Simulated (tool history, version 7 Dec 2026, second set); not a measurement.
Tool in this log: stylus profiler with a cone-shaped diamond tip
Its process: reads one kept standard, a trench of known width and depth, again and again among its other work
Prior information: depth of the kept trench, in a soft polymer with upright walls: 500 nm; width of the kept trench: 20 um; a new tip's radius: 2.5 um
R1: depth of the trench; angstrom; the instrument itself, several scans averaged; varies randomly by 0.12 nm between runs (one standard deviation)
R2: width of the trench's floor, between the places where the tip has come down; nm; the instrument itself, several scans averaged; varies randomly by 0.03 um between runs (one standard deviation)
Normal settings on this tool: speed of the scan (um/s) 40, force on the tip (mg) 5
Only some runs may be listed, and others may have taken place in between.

Run 1, day 0: usual settings. Result: R1 5053.8 angstrom, R2 16870 nm.
Run 2, day 1.788: usual settings. Result: R1 5055.9 angstrom, R2 16860 nm.
Run 3, day 5.342: usual settings. Result: R1 5053.3 angstrom, R2 16810 nm.
Run 4, day 7.533: usual settings. Result: R1 5052.9 angstrom, R2 16790 nm.
Run 5, day 11.317: usual settings but force on the tip (mg) 3.03. Result: R1 5039.8 angstrom, R2 16670 nm.
Run 6, day 15.592: usual settings but force on the tip (mg) 3.03. Result: R1 5041.9 angstrom, R2 16610 nm.
Run 7, day 18.025: usual settings but speed of the scan (um/s) 10. Result: R1 5056.6 angstrom, R2 16690 nm.
Run 8, day 20.454: usual settings but speed of the scan (um/s) 86. Result: R1 5057 angstrom, R2 16570 nm.
Run 9, day 24.867: usual settings but speed of the scan (um/s) 86. Result: R1 5057.1 angstrom, R2 16470 nm.
Run 10, day 28.133: usual settings but speed of the scan (um/s) 12. Result: R1 5058.3 angstrom, R2 16590 nm.
Run 11, day 31.796: usual settings but speed of the scan (um/s) 12. Result: R1 5057.4 angstrom, R2 16560 nm.
Run 12, day 33.975: usual settings but speed of the scan (um/s) 12. Result: R1 5058.6 angstrom, R2 16500 nm.
Run 13, day 38.042: usual settings but speed of the scan (um/s) 33, force on the tip (mg) 1.68. Result: R1 5032.4 angstrom, R2 16380 nm.
Run 14, day 42.3: usual settings but speed of the scan (um/s) 33, force on the tip (mg) 1.68. Result: R1 5034.8 angstrom, R2 16340 nm.

Alternative continuations, all from the tool just after run 14; predict every row:
Run A, day 44.292: usual settings but speed of the scan (um/s) 10. Result: R1 ?, R2 ?.
Run B, day 44.292: usual settings but speed of the scan (um/s) 78, force on the tip (mg) 2.6. Result: R1 ?, R2 ?.
Run C, day 44.292: usual settings but speed of the scan (um/s) 48, force on the tip (mg) 11.58. Result: R1 ?, R2 ?.
Run D, day 44.292: usual settings but force on the tip (mg) 3.3. Result: R1 ?, R2 ?.
Run E, day 44.292: usual settings but speed of the scan (um/s) 14, force on the tip (mg) 1.68. Result: R1 ?, R2 ?.

run      R1     R2
  A  5061.6  16380
  B  5041.3  16200
  C  5100.8  16390
  D  5048.9  16290
  E  5033.5  16330
Take away the tool's hidden state, keep each run's random variation, and the runs would have read:
run      R1     R2
  A  5051.6  16970
  B  5031.3  16790
  C  5090.7  16980
  D  5038.9  16890
  E  5023.5  16930
